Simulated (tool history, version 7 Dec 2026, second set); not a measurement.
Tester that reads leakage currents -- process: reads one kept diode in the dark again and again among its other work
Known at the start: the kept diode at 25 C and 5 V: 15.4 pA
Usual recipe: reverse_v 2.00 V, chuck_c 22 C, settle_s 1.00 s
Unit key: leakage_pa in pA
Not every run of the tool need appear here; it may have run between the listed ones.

run     day  reverse_v  chuck_c  settle_s  leakage_pa
  1   0.000       2.00       22      1.00        9.38
  2   1.554       2.00       22      1.00        9.33
  3   2.404       2.00       22      1.00        9.40
  4   3.533       2.00       21      1.00        8.61
  5   5.196       2.00       22      1.00        9.50
  6   6.088       2.00       22      1.00        9.40
  7   7.412       2.00       22      1.00        9.45
  8   9.217       2.00       22      1.00        9.57
  9  10.821       2.00       22      0.45       10.32
 10  12.688       2.04       48      2.38       74.25
 11  14.375       2.04       48      2.38       74.27
 12  16.217       2.04       24      0.53       12.03
 13  17.829       2.04       24      0.53       12.31
 14  19.383       4.47       37      1.00       45.26
 15  20.983       1.08       37      1.00       25.97
 16  21.950       1.08       20      1.15        6.05
 17  23.496      14.51       24      9.07       23.65
 18  24.646       3.29       47      3.73       80.03

Taken out of this log: 2 entries between the listed runs. Where each belongs, and how the hidden state differs across it:
From run 12 to run 13: chuck's temperature calibrated (day 16.421)
  stray current of the dirty probe card, pA a volt: 0.114 -> 0.119; current scale over the true one, %: 0.16 -> 0.17; true chuck temperature over the reading, C: 0.47 -> 0.78
  measured result minus the result with no hidden state, leakage_pa: +0.63 -> +0.94 pA
From run 15 to run 16: chuck's temperature calibrated, once more (day 21.554)
  stray current of the dirty probe card, pA a volt: 0.131 -> 0.134; current scale over the true one, %: 0.2 -> 0.21; true chuck temperature over the reading, C: 0.83 -> 0
  measured result minus the result with no hidden state, leakage_pa: +1.81 -> +0.13 pA
